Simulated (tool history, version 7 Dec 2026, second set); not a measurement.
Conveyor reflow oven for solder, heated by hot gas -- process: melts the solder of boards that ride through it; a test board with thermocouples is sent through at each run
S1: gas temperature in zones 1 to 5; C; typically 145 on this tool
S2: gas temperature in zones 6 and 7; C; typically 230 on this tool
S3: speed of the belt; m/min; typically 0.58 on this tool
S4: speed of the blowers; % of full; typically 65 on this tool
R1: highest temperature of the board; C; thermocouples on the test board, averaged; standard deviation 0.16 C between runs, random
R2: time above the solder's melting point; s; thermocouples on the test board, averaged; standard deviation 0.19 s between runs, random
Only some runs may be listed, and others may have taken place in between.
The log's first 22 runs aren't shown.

run	hour	S1	S2	S3	S4	R1	R2
23	1159.3	140	223	0.58	82	206.9	45.5
24	1229	136	223	0.579	82	206	43.5
25	1261.7	136	223	0.509	82	210.1	54.7
# hour 1326.2: flux residue cleaned out of gas plates and filters
26	1331.6	136	223	0.509	82	211.3	56
27	1382.6	136	223	0.509	82	211.7	56
28	1426.7	157	223	0.466	84	216.9	77.8
29	1477.3	145	230	0.472	65	217.5	69.1
30	1520.5	155	233	0.523	51	213.9	62.8

Forecast each of these 3 alternatives for the next run:
A	1586.4	155	233	0.628	51	?	?
B	1586.4	151	220	0.523	65	?	?
C	1586.4	155	233	0.634	51	?	?

run	R1	R2
A	206.2	43.7
B	206.7	55.3
C	206.3	42.9
Without the tool's unlogged condition, the same runs would have read:
run	R1	R2
A	204.6	41.9
B	204.6	53.1
C	204.8	41.2
